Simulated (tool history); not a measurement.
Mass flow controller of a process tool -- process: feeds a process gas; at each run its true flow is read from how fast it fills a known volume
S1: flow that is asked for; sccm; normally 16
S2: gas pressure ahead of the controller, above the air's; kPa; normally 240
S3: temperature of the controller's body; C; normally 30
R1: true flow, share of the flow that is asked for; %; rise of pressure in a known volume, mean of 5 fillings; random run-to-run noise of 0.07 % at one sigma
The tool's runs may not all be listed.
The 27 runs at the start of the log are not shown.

run	hour	S1	S2	S3	R1
# hour 4289.2: controller's zero set anew
28	4346.3	16	188	28	100.02
29	4473.3	16	188	28	99.99
30	4592.1	16	188	28	100.10
# hour 4609.7: controller's zero set anew, once more
31	4789.5	6	166	24	96.63
32	5005.4	16	277	21	97.85
33	5148.4	10	243	27	96.88
34	5293.4	6	243	22	96.62
35	5451.9	9	249	37	96.53
36	5593.4	9	240	23	97.12
37	5731.4	9	240	31	96.89
38	5891.8	15	158	27	98.24
39	6024.2	15	158	27	98.29
40	6141.2	16	239	36	97.73
41	6261.9	16	209	36	97.99
42	6445.5	16	209	36	98.00
43	6543.7	4	240	23	97.69
44	6758.9	3	207	30	98.28
45	6912.3	18	155	22	98.98
46	7100.0	18	155	33	98.81
47	7203.9	9	184	29	97.66
48	7404.2	9	184	29	97.70

3 ways to go on from here, each from the tool as it stands after run 48. What would each give?
A	7577.2	9	184	23	?
B	7577.2	9	184	34	?
C	7577.2	7	184	29	?

run	R1
A	98.08
B	97.68
C	97.94
What these runs would have given with no unlogged condition in the tool:
run	R1
A	98.35
B	97.94
C	97.83
